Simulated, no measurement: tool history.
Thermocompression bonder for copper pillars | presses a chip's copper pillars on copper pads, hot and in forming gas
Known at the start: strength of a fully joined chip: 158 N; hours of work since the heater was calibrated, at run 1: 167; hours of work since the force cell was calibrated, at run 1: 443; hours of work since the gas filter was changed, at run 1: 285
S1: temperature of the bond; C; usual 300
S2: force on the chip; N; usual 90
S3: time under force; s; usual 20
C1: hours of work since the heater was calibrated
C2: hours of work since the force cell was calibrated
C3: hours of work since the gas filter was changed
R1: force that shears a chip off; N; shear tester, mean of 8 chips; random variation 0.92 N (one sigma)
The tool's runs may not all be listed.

run,hour,S1,S2,S3,C1,C2,C3,R1
1,0.0,300,90,20,167,443,285,78.3
2,10.3,300,90,20,172,448,289,76.9
3,16.6,300,90,20,175,451,292,78.1
4,28.2,300,90,20,180,456,298,75.7
5,40.4,300,90,20,185,461,303,76.9
6,48.4,310,90,20,189,465,307,82.3
7,54.7,310,90,20,192,468,310,82.8
8,66.7,310,90,20,197,473,315,83.1
9,75.0,310,79,20,201,477,319,76.4
10,86.0,310,79,20,206,482,324,76.1
11,95.3,301,90,20,210,486,328,78.4
12,106.4,301,90,20,215,491,333,78.6
13,115.6,300,90,20,219,495,337,78.0
14,128.1,295,90,20,225,501,343,73.7
15,138.0,295,90,20,229,505,347,72.9
16,151.1,300,68,20,235,511,353,64.3
17,162.5,300,90,20,240,516,358,76.5
18,168.3,300,54,20,243,519,361,56.6
19,174.6,300,54,20,246,522,364,56.1
20,186.1,300,54,20,251,527,369,56.6
21,194.5,300,110,16,255,531,373,76.9
22,207.4,298,78,25,261,537,378,75.2
23,216.0,303,90,15,265,541,382,71.2
24,222.8,309,90,18,268,544,385,79.2
25,232.8,270,77,39,272,548,390,70.1
# hour 236.0: forming gas filter changed
26,246.0,270,77,39,278,554,5,71.0
27,252.8,270,77,39,281,557,8,68.7
28,259.3,276,62,11,284,560,11,37.9
29,271.9,276,62,11,289,566,16,39.0
30,277.9,296,86,20,292,568,19,71.0
31,291.0,296,86,20,298,574,25,73.4
32,297.6,326,86,33,301,577,28,104.2
33,304.5,326,86,33,304,580,31,104.9

Run 34 comes next. What will it give?
34,316.4,326,86,33,310,586,36,?

R1: 105.7 N
Without the tool's hidden state the same run would have given R1 105.7 N.
